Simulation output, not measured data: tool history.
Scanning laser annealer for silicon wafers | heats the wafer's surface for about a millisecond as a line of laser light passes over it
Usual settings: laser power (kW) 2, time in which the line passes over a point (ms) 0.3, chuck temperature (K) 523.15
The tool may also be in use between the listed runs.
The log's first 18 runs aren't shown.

run,hour,laser power (kW),time in which the line passes over a point (ms),chuck temperature (K),hours of work since the window was cleaned,hours of work since the power meter was calibrated,hours of work since the optics were aligned,highest temperature of the surface (K)
19,117.2,2,0.3,496.15,275,256,921,1214.15
20,121.4,2,0.3,496.15,278,258,923,1214.15
21,126.4,1.979,0.3,523.15,281,262,927,1235.15
22,135.6,2.187,0.28,516.15,287,267,933,1285.15
23,140.3,2,0.347,523.15,290,271,936,1300.15
24,148.6,2,0.3,501.15,295,276,941,1220.15
25,152.5,1.937,0.234,532.15,298,278,943,1133.15
26,156.7,2,0.324,523.15,300,281,946,1271.15
27,163.2,2,0.328,523.15,305,285,950,1277.15
28,171.8,2,0.328,523.15,310,291,956,1274.15
29,178.9,2,0.328,523.15,315,295,960,1277.15
30,184.6,1.861,0.26,514.15,318,299,964,1121.15
31,192.9,1.775,0.344,514.15,324,304,970,1185.15
32,198.6,1.777,0.344,562.15,327,308,973,1237.15
33,204.1,1.708,0.262,523.15,331,312,977,1076.15
34,208.7,1.853,0.342,562.15,334,315,980,1269.15
35,215.1,1.851,0.299,549.15,338,319,984,1203.15
36,224.5,2,0.3,485.15,344,325,990,1199.15
37,231.6,2,0.352,485.15,349,329,995,1268.15
38,236,2,0.352,485.15,352,332,997,1267.15
39,243.7,2,0.232,523.15,357,337,1002,1143.15
40,251.1,1.794,0.285,524.15,361,342,1007,1134.15
41,256.6,1.794,0.285,524.15,365,346,1011,1137.15

3 ways to go on from here, each from the tool as it stands after run 41. What would each give?
A,263.8,2,0.369,562.15,369,350,1015,?
B,263.8,1.935,0.333,525.15,369,350,1015,?
C,263.8,1.955,0.302,509.15,369,350,1015,?

run,highest temperature of the surface (K)
A,1362.15
B,1253.15
C,1207.15
Without the tool's hidden state the same runs would have given:
run,highest temperature of the surface (K)
A,1391.15
B,1280.15
C,1233.15

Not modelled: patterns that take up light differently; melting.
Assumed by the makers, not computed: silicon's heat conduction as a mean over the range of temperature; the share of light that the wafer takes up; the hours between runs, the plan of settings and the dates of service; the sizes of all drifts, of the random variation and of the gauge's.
